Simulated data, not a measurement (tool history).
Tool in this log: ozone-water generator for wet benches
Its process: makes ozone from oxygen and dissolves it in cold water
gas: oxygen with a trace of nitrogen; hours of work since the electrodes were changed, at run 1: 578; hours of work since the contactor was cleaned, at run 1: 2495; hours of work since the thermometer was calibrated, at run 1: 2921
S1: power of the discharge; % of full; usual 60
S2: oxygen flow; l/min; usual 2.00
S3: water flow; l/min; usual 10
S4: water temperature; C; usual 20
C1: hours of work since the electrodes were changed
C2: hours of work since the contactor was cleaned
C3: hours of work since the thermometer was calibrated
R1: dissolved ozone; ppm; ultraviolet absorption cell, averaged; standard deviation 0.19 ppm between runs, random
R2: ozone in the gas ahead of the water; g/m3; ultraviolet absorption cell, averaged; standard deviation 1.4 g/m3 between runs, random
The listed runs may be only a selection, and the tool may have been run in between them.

{"run": 1, "hour": 0.0, "S1": 60, "S2": 2.0, "S3": 10, "S4": 20, "C1": 578, "C2": 2495, "C3": 2921, "R1": 24.4, "R2": 253.3}
{"run": 2, "hour": 26.8, "S1": 60, "S2": 2.0, "S3": 10, "S4": 20, "C1": 595, "C2": 2512, "C3": 2938, "R1": 24.3, "R2": 252.4}
{"run": 3, "hour": 87.7, "S1": 60, "S2": 2.0, "S3": 10, "S4": 20, "C1": 634, "C2": 2550, "C3": 2976, "R1": 24.6, "R2": 252.7}
{"run": 4, "hour": 117.4, "S1": 60, "S2": 2.0, "S3": 10, "S4": 20, "C1": 652, "C2": 2569, "C3": 2995, "R1": 24.7, "R2": 251.1}
{"run": 5, "hour": 173.2, "S1": 60, "S2": 2.0, "S3": 10, "S4": 20, "C1": 687, "C2": 2604, "C3": 3030, "R1": 24.5, "R2": 250.7}
{"run": 6, "hour": 202.2, "S1": 60, "S2": 2.0, "S3": 10, "S4": 20, "C1": 706, "C2": 2622, "C3": 3048, "R1": 24.3, "R2": 252.9}
{"run": 7, "hour": 245.5, "S1": 60, "S2": 1.34, "S3": 13, "S4": 20, "C1": 733, "C2": 2650, "C3": 3076, "R1": 17.7, "R2": 307.7}
{"run": 8, "hour": 295.1, "S1": 96, "S2": 1.33, "S3": 14, "S4": 24, "C1": 764, "C2": 2681, "C3": 3107, "R1": 19.9, "R2": 393.0}
{"run": 9, "hour": 340.8, "S1": 50, "S2": 2.0, "S3": 10, "S4": 26, "C1": 793, "C2": 2710, "C3": 3136, "R1": 20.4, "R2": 229.7}
{"run": 10, "hour": 385.2, "S1": 55, "S2": 1.32, "S3": 8, "S4": 27, "C1": 821, "C2": 2738, "C3": 3164, "R1": 25.0, "R2": 297.6}
{"run": 11, "hour": 447.3, "S1": 55, "S2": 1.32, "S3": 8, "S4": 24, "C1": 860, "C2": 2777, "C3": 3203, "R1": 25.9, "R2": 298.7}

Below are 3 alternative next runs, each starting from the tool's condition after run 11. Predict each:
{"run": "A", "hour": 473.7, "S1": 52, "S2": 1.32, "S3": 8, "S4": 24, "C1": 877, "C2": 2794, "C3": 3220, "R1": "?", "R2": "?"}
{"run": "B", "hour": 473.7, "S1": 55, "S2": 1.27, "S3": 10, "S4": 17, "C1": 877, "C2": 2794, "C3": 3220, "R1": "?", "R2": "?"}
{"run": "C", "hour": 473.7, "S1": 81, "S2": 1.13, "S3": 13, "S4": 20, "C1": 877, "C2": 2794, "C3": 3220, "R1": "?", "R2": "?"}

run=A R1=25.0 R2=286.3
run=B R1=22.4 R2=303.0
run=C R1=19.7 R2=394.9
Take away the tool's hidden state, keep each run's random variation, and the runs would have read:
run=A R1=26.7 R2=293.3
run=B R1=24.1 R2=310.8
run=C R1=21.6 R2=407.5

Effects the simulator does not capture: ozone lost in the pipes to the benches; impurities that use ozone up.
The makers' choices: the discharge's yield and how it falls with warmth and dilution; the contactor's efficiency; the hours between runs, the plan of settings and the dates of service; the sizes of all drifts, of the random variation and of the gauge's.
